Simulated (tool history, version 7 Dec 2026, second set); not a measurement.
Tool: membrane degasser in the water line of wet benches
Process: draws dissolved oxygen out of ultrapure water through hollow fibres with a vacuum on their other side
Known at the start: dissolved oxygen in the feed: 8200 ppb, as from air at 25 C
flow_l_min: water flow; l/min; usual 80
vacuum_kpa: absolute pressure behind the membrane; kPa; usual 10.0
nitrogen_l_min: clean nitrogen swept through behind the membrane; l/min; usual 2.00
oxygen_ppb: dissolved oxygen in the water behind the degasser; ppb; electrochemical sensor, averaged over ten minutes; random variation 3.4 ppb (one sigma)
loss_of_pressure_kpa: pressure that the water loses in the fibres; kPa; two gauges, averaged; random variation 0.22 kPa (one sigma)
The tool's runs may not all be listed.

run,hour,flow_l_min,vacuum_kpa,nitrogen_l_min,oxygen_ppb,loss_of_pressure_kpa
1,0.0,80,10.0,2.00,606.6,52.87
2,120.9,60,10.0,2.00,451.8,40.03
3,206.0,60,10.7,2.00,491.9,39.87
4,345.7,60,10.7,2.00,498.1,39.63
5,449.6,60,10.7,2.00,503.2,39.63
6,602.3,60,10.7,2.00,503.4,39.98
7,689.5,60,10.7,2.70,392.6,39.96
8,850.0,60,10.7,2.70,397.6,39.86
9,957.8,60,10.7,2.70,398.3,39.93
10,1117.9,60,14.7,2.70,571.4,39.87
11,1204.0,60,14.7,2.70,570.1,40.18
# hour 1214.7: vacuum gauge calibrated
12,1322.3,60,14.7,2.70,581.3,40.11
13,1458.0,60,14.7,2.70,576.8,40.10
14,1609.2,60,14.7,2.70,573.3,40.07
15,1783.4,60,14.7,2.70,578.0,40.18
16,1916.5,60,14.7,2.70,580.8,40.57
# hour 1955.1: vacuum gauge calibrated, once more
17,2092.4,84,17.9,1.18,1639.2,56.14
18,2271.1,80,10.0,0.89,977.8,53.50
19,2401.4,80,19.1,0.87,2007.2,53.90
20,2575.9,124,12.4,2.15,1131.7,83.07
21,2745.9,124,12.4,2.15,1141.1,83.54
22,2926.1,101,12.4,1.32,1228.6,68.15
23,3027.0,101,12.4,1.32,1226.7,68.14
24,3202.2,104,16.0,3.87,849.9,70.36
25,3348.6,93,16.0,2.30,1066.3,63.07
26,3478.2,93,16.0,2.30,1058.8,62.73
27,3583.2,80,15.3,2.00,962.5,54.27
28,3749.7,80,15.3,4.75,532.6,54.34
29,3871.0,55,18.7,1.82,930.4,37.34
30,3977.9,55,18.7,1.82,930.8,37.70
31,4115.9,57,9.2,5.43,182.4,38.63
32,4213.1,106,7.6,4.58,419.6,71.89

Measured less the same run without the tool's hidden state. The same run-to-run variation is in both; the gauge's scatter may not be:
The hidden state here: membrane still open, %; true pressure behind the membrane over the reading, kPa; air that leaks in behind the membrane, l/min; drift of the gauge itself on oxygen_ppb, %; drift of the gauge itself on loss_of_pressure_kpa, %.
run,oxygen_ppb,loss_of_pressure_kpa
1,+14.1,+0.29
2,+11.6,+0.26
3,+12.0,+0.28
4,+12.9,+0.32
5,+13.6,+0.34
6,+14.4,+0.39
7,+12.1,+0.41
8,+13.0,+0.45
9,+13.4,+0.48
10,+13.8,+0.52
11,+14.2,+0.54
12,+17.2,+0.58
13,+17.6,+0.61
14,+18.2,+0.65
15,+19.1,+0.70
16,+19.9,+0.74
17,+4.4,+1.10
18,+6.1,+1.11
19,+3.4,+1.15
20,+19.9,+1.89
21,+22.0,+1.99
22,+17.4,+1.70
23,+18.4,+1.74
24,+20.8,+1.88
25,+19.1,+1.74
26,+20.0,+1.79
27,+17.3,+1.58
28,+16.9,+1.64
29,+13.2,+1.15
30,+13.7,+1.18
31,+9.9,+1.26
32,+30.7,+2.39

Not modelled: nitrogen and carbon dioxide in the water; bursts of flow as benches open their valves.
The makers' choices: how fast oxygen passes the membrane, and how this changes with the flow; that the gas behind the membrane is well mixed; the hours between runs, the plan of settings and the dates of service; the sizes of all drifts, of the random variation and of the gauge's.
